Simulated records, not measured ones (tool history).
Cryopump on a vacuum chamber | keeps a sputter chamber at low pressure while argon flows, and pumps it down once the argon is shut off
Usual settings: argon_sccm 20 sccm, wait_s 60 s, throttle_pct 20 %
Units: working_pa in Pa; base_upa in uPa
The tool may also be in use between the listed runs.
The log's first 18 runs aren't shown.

| run | hour | argon_sccm | wait_s | throttle_pct | working_pa | base_upa |
|---|---|---|---|---|---|---|
| 19 | 197.3 | 20 | 60 | 16 | 0.0998 | 1.13 |
| 20 | 204.3 | 20 | 60 | 16 | 0.0973 | 1.15 |
| 21 | 215.8 | 33 | 168 | 16 | 0.1634 | 0.94 |
| 22 | 226.4 | 36 | 46 | 37 | 0.0795 | 1.27 |
| 23 | 238.3 | 36 | 46 | 37 | 0.0792 | 1.23 |
| 24 | 252.7 | 36 | 46 | 37 | 0.0794 | 1.36 |
| 25 | 262.8 | 36 | 46 | 37 | 0.0795 | 1.26 |
| 26 | 274.7 | 20 | 148 | 20 | 0.0798 | 1.01 |
| 27 | 288.4 | 20 | 148 | 20 | 0.0792 | 1.06 |
| 28 | 301.6 | 22 | 148 | 20 | 0.0869 | 1.06 |
| 29 | 311.1 | 22 | 148 | 20 | 0.0874 | 1.04 |
| 30 | 323.8 | 10 | 148 | 20 | 0.0390 | 1.07 |
| 31 | 337.3 | 10 | 148 | 20 | 0.0398 | 1.05 |
| 32 | 352.4 | 32 | 49 | 17 | 0.1490 | 1.39 |
| 33 | 366.8 | 34 | 103 | 51 | 0.0558 | 1.16 |
| 34 | 378.8 | 34 | 103 | 51 | 0.0554 | 1.16 |

3 ways to go on from here, each from the tool as it stands after run 34. What would each give?
| A | 387.6 | 34 | 103 | 31 | ? | ? |
| B | 387.6 | 9 | 218 | 25 | ? | ? |
| C | 387.6 | 20 | 43 | 20 | ? | ? |

| run | working_pa | base_upa |
|---|---|---|
| A | 0.0891 | 1.15 |
| B | 0.0300 | 1.07 |
| C | 0.0791 | 1.39 |
Without the tool's hidden state the same runs would have given:
| run | working_pa | base_upa |
|---|---|---|
| A | 0.0840 | 0.32 |
| B | 0.0286 | 0.22 |
| C | 0.0761 | 0.56 |
